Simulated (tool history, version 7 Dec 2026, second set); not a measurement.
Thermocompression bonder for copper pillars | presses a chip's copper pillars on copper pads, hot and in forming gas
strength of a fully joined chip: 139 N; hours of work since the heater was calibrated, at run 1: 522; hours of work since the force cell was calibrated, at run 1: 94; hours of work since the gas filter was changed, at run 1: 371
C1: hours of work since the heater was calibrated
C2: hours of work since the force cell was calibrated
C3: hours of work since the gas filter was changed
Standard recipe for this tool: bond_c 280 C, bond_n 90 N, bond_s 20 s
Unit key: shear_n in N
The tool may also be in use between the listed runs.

Run 1, hour 0: usual settings; C1 522; C2 94; C3 371. Result: shear_n 88.7 N.
At hour 2.3: forming gas filter changed.
Run 2, hour 8: usual settings; C1 527; C2 98; C3 3. Result: shear_n 91.8 N.
Run 3, hour 14.7: usual settings but bond_c 262 C; C1 531; C2 102; C3 8. Result: shear_n 76.2 N.
Run 4, hour 23: usual settings but bond_c 262 C; C1 536; C2 107; C3 13. Result: shear_n 75.1 N.
Run 5, hour 30.9: usual settings but bond_c 290 C; C1 541; C2 112; C3 17. Result: shear_n 101.8 N.
Run 6, hour 37.7: usual settings but bond_c 272 C; C1 545; C2 116; C3 22. Result: shear_n 85.6 N.
Run 7, hour 45.9: usual settings but bond_c 272 C; C1 550; C2 121; C3 26. Result: shear_n 84.4 N.
Run 8, hour 51.3: usual settings; C1 553; C2 124; C3 30. Result: shear_n 92.4 N.
Run 9, hour 58.5: usual settings; C1 557; C2 129; C3 34. Result: shear_n 93.4 N.
Run 10, hour 67.2: usual settings; C1 563; C2 134; C3 39. Result: shear_n 91.7 N.
Run 11, hour 75.1: usual settings; C1 567; C2 139; C3 44. Result: shear_n 92.6 N.
Run 12, hour 80.7: usual settings; C1 571; C2 142; C3 48. Result: shear_n 93.9 N.
Run 13, hour 85.2: usual settings; C1 574; C2 145; C3 50. Result: shear_n 94.6 N.
Run 14, hour 91.6: usual settings but bond_n 91 N; C1 577; C2 149; C3 54. Result: shear_n 94.2 N.
Run 15, hour 98.1: usual settings but bond_n 91 N; C1 581; C2 153; C3 58. Result: shear_n 91.5 N.
Run 16, hour 103.4: usual settings; C1 585; C2 156; C3 61. Result: shear_n 93.1 N.
Run 17, hour 111.8: usual settings; C1 590; C2 161; C3 66. Result: shear_n 94.4 N.
Run 18, hour 119.2: usual settings; C1 594; C2 166; C3 71. Result: shear_n 92.1 N.
Run 19, hour 127: usual settings; C1 599; C2 170; C3 76. Result: shear_n 91.5 N.
Run 20, hour 133.9: usual settings; C1 603; C2 175; C3 80. Result: shear_n 91.5 N.
Run 21, hour 142.3: usual settings; C1 608; C2 180; C3 85. Result: shear_n 91.8 N.
Run 22, hour 151.2: usual settings but bond_c 279 C, bond_n 98 N, bond_s 36 s; C1 614; C2 185; C3 90. Result: shear_n 112.3 N.
Run 23, hour 159.5: usual settings but bond_c 279 C, bond_n 98 N, bond_s 36 s; C1 619; C2 190; C3 95. Result: shear_n 109.8 N.
Run 24, hour 166.8: usual settings but bond_c 300 C, bond_n 98 N; C1 623; C2 195; C3 100. Result: shear_n 111.9 N.
Run 25, hour 175: usual settings but bond_c 300 C, bond_n 98 N; C1 628; C2 199; C3 105. Result: shear_n 115.8 N.
Run 26, hour 179.4: usual settings but bond_c 300 C, bond_n 98 N; C1 631; C2 202; C3 107. Result: shear_n 112.7 N.
Run 27, hour 184.5: usual settings but bond_c 300 C, bond_n 98 N; C1 634; C2 205; C3 111. Result: shear_n 115.2 N.
Run 28, hour 189.9: usual settings but bond_c 300 C, bond_n 98 N, bond_s 11 s; C1 637; C2 209; C3 114. Result: shear_n 97.8 N.
Run 29, hour 197.6: usual settings but bond_c 300 C, bond_n 98 N, bond_s 11 s; C1 642; C2 213; C3 119. Result: shear_n 99 N.
Run 30, hour 201.4: usual settings but bond_c 269 C; C1 644; C2 216; C3 121. Result: shear_n 81.1 N.
Run 31, hour 206.3: usual settings but bond_c 269 C, bond_n 59 N; C1 647; C2 218; C3 124. Result: shear_n 57.9 N.
Run 32, hour 211.2: usual settings but bond_c 299 C, bond_n 110 N, bond_s 13 s; C1 650; C2 221; C3 127. Result: shear_n 109.7 N.
Run 33, hour 218.4: usual settings but bond_c 288 C, bond_s 28 s; C1 654; C2 226; C3 131. Result: shear_n 107.7 N.
Run 34, hour 223.7: usual settings but bond_c 288 C, bond_s 28 s; C1 658; C2 229; C3 134. Result: shear_n 108.1 N.
Run 35, hour 231.4: usual settings but bond_c 288 C, bond_s 28 s; C1 662; C2 234; C3 139. Result: shear_n 108.6 N.
Run 36, hour 237: usual settings but bond_c 288 C, bond_n 107 N, bond_s 10 s; C1 666; C2 237; C3 142. Result: shear_n 91.4 N.
Run 37, hour 244.2: usual settings but bond_c 262 C, bond_n 89 N, bond_s 28 s; C1 670; C2 242; C3 147. Result: shear_n 83.8 N.
Run 38, hour 252.9: usual settings but bond_c 262 C, bond_n 76 N, bond_s 28 s; C1 675; C2 247; C3 152. Result: shear_n 75 N.
Run 39, hour 258.6: usual settings but bond_c 262 C, bond_n 76 N, bond_s 28 s; C1 679; C2 250; C3 155. Result: shear_n 74.2 N.
Run 40, hour 263.9: usual settings but bond_c 262 C, bond_n 76 N, bond_s 28 s; C1 682; C2 253; C3 159. Result: shear_n 74.3 N.
Run 41, hour 267.7: usual settings but bond_c 262 C, bond_n 76 N, bond_s 28 s; C1 684; C2 256; C3 161. Result: shear_n 77.1 N.

Forecast each of these 3 alternatives for the next run:
Run A, hour 273.7: usual settings but bond_c 262 C, bond_n 126 N; C1 688; C2 259; C3 165. Result: shear_n ?.
Run B, hour 273.7: usual settings but bond_c 270 C, bond_n 78 N; C1 688; C2 259; C3 165. Result: shear_n ?.
Run C, hour 273.7: usual settings but bond_n 84 N, bond_s 28 s; C1 688; C2 259; C3 165. Result: shear_n ?.

run  shear_n
  A       95
  B       73
  C     96.3
With no hidden state in the tool, these same runs would have given:
run  shear_n
  A     95.5
  B     73.4
  C     96.8
